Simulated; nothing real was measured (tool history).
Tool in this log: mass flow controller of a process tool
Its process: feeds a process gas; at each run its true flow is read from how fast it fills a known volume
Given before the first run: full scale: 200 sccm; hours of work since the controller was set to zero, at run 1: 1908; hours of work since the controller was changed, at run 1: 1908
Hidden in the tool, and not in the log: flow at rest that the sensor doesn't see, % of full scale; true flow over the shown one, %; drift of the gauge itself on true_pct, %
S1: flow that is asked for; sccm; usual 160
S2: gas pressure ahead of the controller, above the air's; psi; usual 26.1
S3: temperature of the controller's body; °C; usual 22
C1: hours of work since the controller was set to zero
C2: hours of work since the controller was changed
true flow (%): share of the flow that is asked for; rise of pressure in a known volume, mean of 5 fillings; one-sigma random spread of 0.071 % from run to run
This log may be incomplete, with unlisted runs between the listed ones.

run 1 hour=0.0 | S1=160 S2=26.1 S3=22 | C1=1908 C2=1908 | true_flow_(%)=99.78
run 2 hour=170.6 | S1=160 S2=26.1 S3=22 | C1=2004 C2=2004 | true_flow_(%)=99.80
run 3 hour=297.7 | S1=160 S2=28.7 S3=22 | C1=2074 C2=2074 | true_flow_(%)=99.85
run 4 hour=450.4 | S1=160 S2=28.7 S3=35 | C1=2160 C2=2160 | true_flow_(%)=100.56
run 5 hour=533.8 | S1=160 S2=22.9 S3=35 | C1=2206 C2=2206 | true_flow_(%)=100.70
run 6 hour=608.1 | S1=165 S2=26.1 S3=22 | C1=2248 C2=2248 | true_flow_(%)=100.15
run 7 hour=747.8 | S1=165 S2=26.1 S3=22 | C1=2326 C2=2326 | true_flow_(%)=100.04
run 8 hour=869.4 | S1=165 S2=26.1 S3=22 | C1=2394 C2=2394 | true_flow_(%)=100.22
run 9 hour=963.5 | S1=73 S2=26.1 S3=22 | C1=2446 C2=2446 | true_flow_(%)=99.53
run 10 hour=1130.4 | S1=73 S2=26.1 S3=22 | C1=2539 C2=2539 | true_flow_(%)=99.67
run 11 hour=1206.2 | S1=55 S2=26.1 S3=38 | C1=2582 C2=2582 | true_flow_(%)=100.47
run 12 hour=1346.1 | S1=55 S2=26.1 S3=38 | C1=2660 C2=2660 | true_flow_(%)=100.45
run 13 hour=1517.7 | S1=55 S2=26.1 S3=38 | C1=2755 C2=2755 | true_flow_(%)=100.57
run 14 hour=1653.5 | S1=55 S2=26.1 S3=38 | C1=2831 C2=2831 | true_flow_(%)=100.59
run 15 hour=1825.5 | S1=55 S2=26.1 S3=38 | C1=2927 C2=2927 | true_flow_(%)=100.99
run 16 hour=1947.6 | S1=55 S2=32.8 S3=32 | C1=2995 C2=2995 | true_flow_(%)=100.35
run 17 hour=2036.2 | S1=27 S2=37.6 S3=32 | C1=3045 C2=3045 | true_flow_(%)=100.08
run 18 hour=2137.3 | S1=27 S2=37.6 S3=32 | C1=3101 C2=3101 | true_flow_(%)=100.06
run 19 hour=2254.5 | S1=27 S2=37.6 S3=32 | C1=3167 C2=3167 | true_flow_(%)=100.17
run 20 hour=2390.5 | S1=27 S2=37.6 S3=32 | C1=3243 C2=3243 | true_flow_(%)=100.32

Subtracting, for every run, the result it would have given without the tool's unlogged condition from the measured result gives the following. The same run-to-run variation enters both numbers; the gauge's scatter may not:
run=1 true_flow_(%)=+0.00
run=2 true_flow_(%)=+0.09
run=3 true_flow_(%)=+0.17
run=4 true_flow_(%)=+0.26
run=5 true_flow_(%)=+0.31
run=6 true_flow_(%)=+0.35
run=7 true_flow_(%)=+0.43
run=8 true_flow_(%)=+0.50
run=9 true_flow_(%)=+0.55
run=10 true_flow_(%)=+0.64
run=11 true_flow_(%)=+0.69
run=12 true_flow_(%)=+0.77
run=13 true_flow_(%)=+0.87
run=14 true_flow_(%)=+0.95
run=15 true_flow_(%)=+1.05
run=16 true_flow_(%)=+1.12
run=17 true_flow_(%)=+1.16
run=18 true_flow_(%)=+1.21
run=19 true_flow_(%)=+1.28
run=20 true_flow_(%)=+1.36

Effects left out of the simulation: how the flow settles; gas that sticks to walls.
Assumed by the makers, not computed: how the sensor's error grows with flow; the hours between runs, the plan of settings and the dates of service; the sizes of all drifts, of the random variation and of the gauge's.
